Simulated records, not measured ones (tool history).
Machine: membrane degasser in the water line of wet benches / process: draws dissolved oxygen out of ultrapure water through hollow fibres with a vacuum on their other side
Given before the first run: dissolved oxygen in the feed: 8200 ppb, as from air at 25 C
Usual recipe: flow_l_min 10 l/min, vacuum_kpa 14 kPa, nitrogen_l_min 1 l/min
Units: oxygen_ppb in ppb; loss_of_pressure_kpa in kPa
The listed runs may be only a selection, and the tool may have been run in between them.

run    hour  flow_l_min  vacuum_kpa  nitrogen_l_min  oxygen_ppb  loss_of_pressure_kpa
  1       0          10          14               1       306.3                 50.16
  2   113.6          10          14               1         301                 50.71
  3   195.1          10          14            1.47       230.5                 50.87
  4   290.3          10          14            1.47       228.6                  50.4
  5   399.7          10          14               1       299.3                 50.48
  6   496.7          10          14               1       308.4                 50.31
  7   604.9          10          14               1       309.2                 50.37
  8   665.3          10          14               1       307.6                 50.74
  9   723.3          10          14               1       304.8                 50.09
 10   824.7          10          14               1       303.7                  50.3
        877  -- seals of the vacuum lines changed
 11   938.3          10          14               1       306.4                 50.34
 12  1019.6          10          14               1       302.8                  50.3
 13    1094          10          14               1       302.2                  50.7
 14  1194.7          10          14            1.14       279.6                 50.37
 15  1296.5           8        11.4               1       184.2                 40.59
 16  1381.5           9         9.6            1.59       131.9                 45.62
 17  1443.4          13        15.2             0.7       580.7                 65.68
 18  1517.1           7        20.7             0.5       551.7                 35.45

Predict the results of run 19:
 19  1621.6           7        20.7             0.5           ?                     ?

Run 19 measured oxygen_ppb 551.8 ppb, loss_of_pressure_kpa 35.22 kPa.
Without the tool's hidden state the same run would have given oxygen_ppb 551.7 ppb, loss_of_pressure_kpa 35.19 kPa.
